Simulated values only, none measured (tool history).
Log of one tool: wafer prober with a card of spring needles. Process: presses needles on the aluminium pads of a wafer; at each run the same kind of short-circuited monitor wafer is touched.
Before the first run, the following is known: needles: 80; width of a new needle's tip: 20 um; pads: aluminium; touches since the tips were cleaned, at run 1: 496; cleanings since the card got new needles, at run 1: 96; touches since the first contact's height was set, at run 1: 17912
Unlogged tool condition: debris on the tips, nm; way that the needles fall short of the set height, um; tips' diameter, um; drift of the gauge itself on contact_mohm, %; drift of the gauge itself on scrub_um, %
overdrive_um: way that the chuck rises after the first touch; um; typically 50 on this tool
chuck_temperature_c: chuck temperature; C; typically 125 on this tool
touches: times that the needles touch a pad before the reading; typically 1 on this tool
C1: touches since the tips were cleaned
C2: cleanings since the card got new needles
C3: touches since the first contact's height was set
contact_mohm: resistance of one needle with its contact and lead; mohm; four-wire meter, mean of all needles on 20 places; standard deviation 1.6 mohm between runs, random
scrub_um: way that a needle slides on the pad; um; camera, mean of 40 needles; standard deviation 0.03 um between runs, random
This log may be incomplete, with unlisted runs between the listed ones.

{"run": 1, "hour": 0.0, "overdrive_um": 50, "chuck_temperature_c": 125, "touches": 1, "C1": 496, "C2": 96, "C3": 17912, "contact_mohm": 187, "scrub_um": 9.6}
{"hour": 27.4, "done": "tips cleaned on abrasive film"}
{"hour": 60.6, "done": "tips cleaned on abrasive film"}
{"run": 2, "hour": 79.1, "overdrive_um": 50, "chuck_temperature_c": 125, "touches": 1, "C1": 3032, "C2": 98, "C3": 30849, "contact_mohm": 227, "scrub_um": 9.56}
{"hour": 92.1, "done": "tips cleaned on abrasive film"}
{"hour": 124.3, "done": "tips cleaned on abrasive film"}
{"hour": 154.6, "done": "tips cleaned on abrasive film"}
{"run": 3, "hour": 160.2, "overdrive_um": 50, "chuck_temperature_c": 125, "touches": 1, "C1": 920, "C2": 101, "C3": 44094, "contact_mohm": 198, "scrub_um": 9.5}
{"hour": 183.4, "done": "tips cleaned on abrasive film"}
{"hour": 212.6, "done": "tips cleaned on abrasive film"}
{"run": 4, "hour": 216.9, "overdrive_um": 50, "chuck_temperature_c": 125, "touches": 1, "C1": 708, "C2": 103, "C3": 53347, "contact_mohm": 193, "scrub_um": 9.48}
{"hour": 242.2, "done": "tips cleaned on abrasive film"}
{"hour": 269.1, "done": "tips cleaned on abrasive film"}
{"run": 5, "hour": 277.0, "overdrive_um": 50, "chuck_temperature_c": 125, "touches": 1, "C1": 1296, "C2": 105, "C3": 63166, "contact_mohm": 214, "scrub_um": 9.37}
{"hour": 300.6, "done": "tips cleaned on abrasive film"}
{"run": 6, "hour": 319.3, "overdrive_um": 50, "chuck_temperature_c": 125, "touches": 1, "C1": 3066, "C2": 106, "C3": 70091, "contact_mohm": 234, "scrub_um": 9.33}
{"hour": 330.1, "done": "tips cleaned on abrasive film"}
{"hour": 361.0, "done": "tips cleaned on abrasive film"}
{"run": 7, "hour": 365.3, "overdrive_um": 50, "chuck_temperature_c": 125, "touches": 1, "C1": 700, "C2": 108, "C3": 77592, "contact_mohm": 194, "scrub_um": 9.37}
{"hour": 389.8, "done": "tips cleaned on abrasive film"}
{"run": 8, "hour": 415.7, "overdrive_um": 50, "chuck_temperature_c": 125, "touches": 1, "C1": 4247, "C2": 109, "C3": 85844, "contact_mohm": 250, "scrub_um": 9.34}
{"hour": 420.3, "done": "tips cleaned on abrasive film"}
{"hour": 451.6, "done": "tips cleaned on abrasive film"}
{"run": 9, "hour": 455.6, "overdrive_um": 50, "chuck_temperature_c": 125, "touches": 1, "C1": 662, "C2": 111, "C3": 92344, "contact_mohm": 194, "scrub_um": 9.32}
{"hour": 479.7, "done": "tips cleaned on abrasive film"}
{"run": 10, "hour": 489.0, "overdrive_um": 50, "chuck_temperature_c": 125, "touches": 1, "C1": 1523, "C2": 112, "C3": 97801, "contact_mohm": 216, "scrub_um": 9.2}
{"hour": 510.6, "done": "tips cleaned on abrasive film"}
{"hour": 538.4, "done": "tips cleaned on abrasive film"}
{"run": 11, "hour": 544.3, "overdrive_um": 50, "chuck_temperature_c": 93, "touches": 1, "C1": 975, "C2": 114, "C3": 106840, "contact_mohm": 198, "scrub_um": 9.2}
{"hour": 565.4, "done": "tips cleaned on abrasive film"}
{"run": 12, "hour": 577.6, "overdrive_um": 50, "chuck_temperature_c": 125, "touches": 1, "C1": 2002, "C2": 115, "C3": 112274, "contact_mohm": 227, "scrub_um": 9.2}
{"hour": 596.4, "done": "tips cleaned on abrasive film"}
{"hour": 623.3, "done": "tips cleaned on abrasive film"}
{"hour": 650.7, "done": "tips cleaned on abrasive film"}
{"run": 13, "hour": 650.7, "overdrive_um": 54, "chuck_temperature_c": 125, "touches": 1, "C1": 0, "C2": 118, "C3": 124211, "contact_mohm": 172, "scrub_um": 9.86}
{"hour": 681.4, "done": "tips cleaned on abrasive film"}
{"hour": 709.9, "done": "tips cleaned on abrasive film"}
{"run": 14, "hour": 717.1, "overdrive_um": 54, "chuck_temperature_c": 125, "touches": 1, "C1": 1176, "C2": 120, "C3": 135062, "contact_mohm": 204, "scrub_um": 9.85}
{"hour": 739.1, "done": "tips cleaned on abrasive film"}
{"run": 15, "hour": 756.3, "overdrive_um": 50, "chuck_temperature_c": 125, "touches": 1, "C1": 2814, "C2": 121, "C3": 141471, "contact_mohm": 238, "scrub_um": 9.03}
{"hour": 768.2, "done": "tips cleaned on abrasive film"}
{"hour": 778.8, "done": "height of the first contact set anew"}
{"hour": 795.1, "done": "tips cleaned on abrasive film"}
{"run": 16, "hour": 818.5, "overdrive_um": 50, "chuck_temperature_c": 125, "touches": 1, "C1": 3824, "C2": 123, "C3": 6485, "contact_mohm": 263, "scrub_um": 8.7}
{"hour": 822.4, "done": "tips cleaned on abrasive film"}
{"hour": 849.3, "done": "tips cleaned on abrasive film"}
{"run": 17, "hour": 861.6, "overdrive_um": 50, "chuck_temperature_c": 57, "touches": 1, "C1": 2009, "C2": 125, "C3": 13520, "contact_mohm": 239, "scrub_um": 8.6}

Run 18 has not been measured yet. What should we expect?
{"hour": 878.6, "done": "tips cleaned on abrasive film"}
{"hour": 906.2, "done": "tips cleaned on abrasive film"}
{"hour": 939.1, "done": "tips cleaned on abrasive film"}
{"run": 18, "hour": 940.1, "overdrive_um": 43, "chuck_temperature_c": 125, "touches": 3, "C1": 152, "C2": 128, "C3": 26337, "contact_mohm": "?", "scrub_um": "?"}

contact_mohm: 184 mohm
scrub_um: 7.23 um
On a tool with no hidden condition, and with the same random variation, this run would have come out at contact_mohm 167 mohm, scrub_um 8.35 um.

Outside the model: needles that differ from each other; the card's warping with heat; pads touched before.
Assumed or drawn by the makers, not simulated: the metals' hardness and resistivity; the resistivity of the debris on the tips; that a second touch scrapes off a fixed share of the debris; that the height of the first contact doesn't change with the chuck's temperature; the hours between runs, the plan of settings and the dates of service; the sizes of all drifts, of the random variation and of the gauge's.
